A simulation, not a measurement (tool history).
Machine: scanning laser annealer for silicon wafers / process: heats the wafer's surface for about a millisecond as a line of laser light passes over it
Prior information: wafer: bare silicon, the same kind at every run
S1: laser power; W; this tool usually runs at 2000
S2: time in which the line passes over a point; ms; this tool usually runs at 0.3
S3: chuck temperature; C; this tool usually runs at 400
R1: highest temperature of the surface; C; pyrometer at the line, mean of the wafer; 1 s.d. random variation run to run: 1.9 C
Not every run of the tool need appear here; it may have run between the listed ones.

run   hour    S1     S2   S3    R1
  1      0  2000    0.3  400  1198
  2      9  2000    0.3  380  1180
  3   27.7  2000    0.3  380  1177
  4   38.2  2000    0.3  416  1216
  5   46.4  2000    0.3  416  1215
  6   65.3  2000    0.3  416  1215
  7   83.8  2000    0.3  416  1212
  8   94.5  2000  0.323  400  1229
  9  112.6  2000  0.238  400  1096
 10  126.6  2000  0.237  400  1094
 11  140.9  2000    0.3  400  1191
 12  152.6  2000    0.3  400  1192
 13  161.3  2000    0.3  400  1192
 14  175.5  2010    0.3  400  1195
 15  190.6  2134    0.3  400  1239
     201.8  -- optics aligned, line set to its width
 16  212.8  1825    0.3  400  1127
 17  230.2  1825    0.3  400  1126
 18  247.4  2000    0.3  388  1182
 19  257.3  2000    0.3  388  1180
 20  271.1  2004    0.3  388  1178
     274.3  -- window over the wafer cleaned
 21  286.1  2079    0.3  431  1235
 22    294  2058  0.325  409  1241
 23  304.7  1863    0.3  431  1155
     310.7  -- window over the wafer cleaned, once more
 24    318  1700    0.3  431  1133
 25  326.7  1700    0.3  431  1131
 26  345.7  1962  0.271  404  1161
 27  360.3  1962  0.271  404  1156
 28  370.4  1962  0.271  404  1160
 29  386.4  1962  0.271  404  1160
 30  396.3  2061  0.239  400  1133
 31  408.9  2190  0.258  409  1218
 32  422.7  1836    0.3  400  1150
 33  431.6  1779  0.359  393  1202
 34    447  1779  0.359  393  1197
 35  455.5  1779  0.246  393  1038
 36  468.5  1779  0.246  427  1077
 37  482.8  1857  0.373  429  1284
 38  501.5  1857  0.373  429  1284
 39  512.7  2000   0.23  400  1092
 40  529.1  2016  0.263  406  1161

3 options for the next run, each taken on its own from the tool as it stands now. Forecast them:
  A  537.8  2000  0.228  400   ?
  B  537.8  2151  0.282  406   ?
  C  537.8  1833  0.241  400   ?

run    R1
  A  1089
  B  1235
  C  1054
Take away the tool's hidden state, keep each run's random variation, and the runs would have read:
run    R1
  A  1102
  B  1252
  C  1067
